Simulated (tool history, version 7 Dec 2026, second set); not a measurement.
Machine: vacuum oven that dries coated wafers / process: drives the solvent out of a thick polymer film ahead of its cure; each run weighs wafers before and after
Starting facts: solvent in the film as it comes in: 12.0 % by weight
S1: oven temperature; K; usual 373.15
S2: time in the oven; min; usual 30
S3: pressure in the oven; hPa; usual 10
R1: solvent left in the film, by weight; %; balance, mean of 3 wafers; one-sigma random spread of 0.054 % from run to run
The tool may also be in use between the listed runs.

run 1 hour=0 | S1=373.15 S2=30 S3=10 | R1=1.9
run 2 hour=41 | S1=373.15 S2=30 S3=10 | R1=1.92
run 3 hour=84.8 | S1=373.15 S2=30 S3=10 | R1=1.86
run 4 hour=161.5 | S1=373.15 S2=30 S3=33 | R1=2.28
run 5 hour=216.6 | S1=388.15 S2=30 S3=10 | R1=0.27
run 6 hour=291.9 | S1=373.15 S2=28 S3=10 | R1=2.01
run 7 hour=347 | S1=373.15 S2=28 S3=10 | R1=1.99
run 8 hour=407.3 | S1=373.15 S2=30 S3=10 | R1=1.87
run 9 hour=486.4 | S1=373.15 S2=30 S3=8 | R1=1.77
run 10 hour=528.9 | S1=373.15 S2=29 S3=8 | R1=1.91
-- hour=594.6 vacuum gauge cleaned of residue and calibrated
run 11 hour=608.8 | S1=373.15 S2=15 S3=10 | R1=4.1
run 12 hour=646.4 | S1=373.15 S2=15 S3=10 | R1=4.01
run 13 hour=694 | S1=373.15 S2=30 S3=10 | R1=1.7
run 14 hour=761.6 | S1=373.15 S2=30 S3=10 | R1=1.65
run 15 hour=829.1 | S1=373.15 S2=17 S3=10 | R1=3.58
run 16 hour=899.9 | S1=373.15 S2=17 S3=10 | R1=3.48
run 17 hour=967.5 | S1=373.15 S2=17 S3=10 | R1=3.44
run 18 hour=1029.4 | S1=373.15 S2=30 S3=38.9 | R1=2.11
run 19 hour=1106.1 | S1=373.15 S2=30 S3=38.9 | R1=2.24
-- hour=1112.7 oven's thermocouples calibrated
run 20 hour=1177.3 | S1=373.15 S2=30 S3=38.9 | R1=2.06
run 21 hour=1255.4 | S1=373.15 S2=30 S3=38.9 | R1=2.02
-- hour=1307.6 oven's thermocouples calibrated, once more
run 22 hour=1315.4 | S1=373.15 S2=30 S3=38.9 | R1=2.73
run 23 hour=1391.9 | S1=360.15 S2=53 S3=8.5 | R1=2.86
run 24 hour=1433.3 | S1=360.15 S2=53 S3=8.5 | R1=2.87
run 25 hour=1472.6 | S1=363.15 S2=50 S3=12.1 | R1=2.39
run 26 hour=1543.9 | S1=372.15 S2=24 S3=26.5 | R1=3.31
run 27 hour=1609 | S1=372.15 S2=24 S3=26.5 | R1=3.3
run 28 hour=1674.5 | S1=379.15 S2=27 S3=10 | R1=1.26
run 29 hour=1754.3 | S1=379.15 S2=27 S3=18.9 | R1=1.5
run 30 hour=1789.6 | S1=388.15 S2=27 S3=18.9 | R1=0.46
run 31 hour=1870.4 | S1=375.15 S2=19 S3=8.1 | R1=2.98
run 32 hour=1920.9 | S1=375.15 S2=19 S3=8.1 | R1=3.18
run 33 hour=1970.6 | S1=373.15 S2=25 S3=20.1 | R1=2.71
run 34 hour=2039.1 | S1=373.15 S2=25 S3=20.1 | R1=2.7
run 35 hour=2119.2 | S1=377.15 S2=31 S3=10.1 | R1=1.22
run 36 hour=2199 | S1=377.15 S2=31 S3=10.1 | R1=1.21
run 37 hour=2234.4 | S1=374.15 S2=18 S3=31.5 | R1=3.75

Run 38, settings as shown, results not yet in. Your forecast:
run 38 hour=2316.4 | S1=381.15 S2=35 S3=10 | R1=?

{"run 38": {"R1": 0.54}}
Were there no unlogged condition in the tool, this run, its random variation unchanged, would have produced R1 0.6 %.
